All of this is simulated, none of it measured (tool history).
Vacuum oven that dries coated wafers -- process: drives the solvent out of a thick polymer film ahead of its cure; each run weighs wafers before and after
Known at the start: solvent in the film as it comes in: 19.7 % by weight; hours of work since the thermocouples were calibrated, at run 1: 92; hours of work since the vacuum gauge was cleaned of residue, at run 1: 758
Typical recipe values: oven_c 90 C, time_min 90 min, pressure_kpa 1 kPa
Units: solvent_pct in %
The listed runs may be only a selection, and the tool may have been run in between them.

run,hour,oven_c,time_min,pressure_kpa,hours of work since the thermocouples were calibrated,hours of work since the vacuum gauge was cleaned of residue,solvent_pct
1,0,90,90,1,92,758,3.93
2,51.9,90,90,1,126,792,3.92
3,94.7,90,90,1,154,820,3.96
4,123.3,85,90,1,173,838,5.57
5,149.1,85,90,1,189,855,5.54
6,188.2,90,90,1,215,881,4
7,230.6,90,90,1,242,908,4.05
8,254.6,90,90,1,258,924,4.03
9,279.2,90,90,1,274,940,4.01
10,319.8,90,50,1,301,966,7.37
11,364.7,90,50,1,330,996,7.34
12,419.7,90,50,0.64,366,1031,7.29
13,455,90,50,0.64,389,1054,7.35
14,481.3,90,50,0.64,406,1072,7.33
15,526.9,90,50,0.64,436,1101,7.38
16,579.3,90,112,1,470,1135,3.08
17,614.9,90,112,2.01,493,1159,3.33
18,651.2,90,59,1,517,1182,6.55
19,681.1,90,59,1,536,1202,6.54
20,720.4,90,153,1.89,562,1227,2.12
21,769.3,99,90,1.73,594,1259,2.05
22,805.9,99,90,1.73,618,1283,2.03
23,846.9,90,141,0.59,644,1310,2.04
24,886,85,124,1.28,670,1335,4.25
25,915,85,124,1.28,689,1354,4.22
26,960.2,85,124,1.28,718,1384,4.25
27,988.8,85,124,1.28,737,1402,4.26
28,1037.3,105,90,1.33,768,1434,1.04
29,1082.3,105,90,1.33,798,1463,1
30,1115.3,105,90,1.33,819,1485,1.05
31,1149.2,105,159,1.33,841,1507,0.37
# hour 1187.9: oven's thermocouples calibrated
32,1190.9,90,61,3.31,2,1533,6.54
33,1233,90,142,3.53,29,1560,2.71
34,1260.2,104,68,3.53,47,1578,2.16
35,1299.2,83,52,1,73,1604,9.29
36,1339.7,83,130,1,99,1630,4.26
37,1388.5,101,130,2.75,131,1662,0.94

How would selected steps in solvent_pct from run to run divide? Give the signed amount a tool lacking its hidden state would still show from settings, what came in and random variation, and the signed amount left for the hidden state, including any gauge scatter that is not in both of the compared results.
Hidden state at play: true wafer temperature over the reading, C; true pressure over the reading, kPa; drift of the gauge itself on solvent_pct, %.
Run 23 -> 24: oven_c 90 -> 85, time_min 141 -> 124, pressure_kpa 0.59 -> 1.28. solvent_pct +2.21 %: hidden state +0.09, all else +2.12.
Run 27 -> 28: oven_c 85 -> 105, time_min 124 -> 90, pressure_kpa 1.28 -> 1.33. solvent_pct -3.22 %: hidden state -0.18, all else -3.04.
Run 31 -> 32: oven_c 105 -> 90, time_min 159 -> 61, pressure_kpa 1.33 -> 3.31, oven's thermocouples calibrated. solvent_pct +6.17 %: hidden state -0.2, all else +6.37.
Run 34 -> 35: oven_c 104 -> 83, time_min 68 -> 52, pressure_kpa 3.53 -> 1. solvent_pct +7.13 %: hidden state -0.03, all else +7.16.
Run 35 -> 36: time_min 52 -> 130. solvent_pct -5.03 %: hidden state +0.05, all else -5.08.
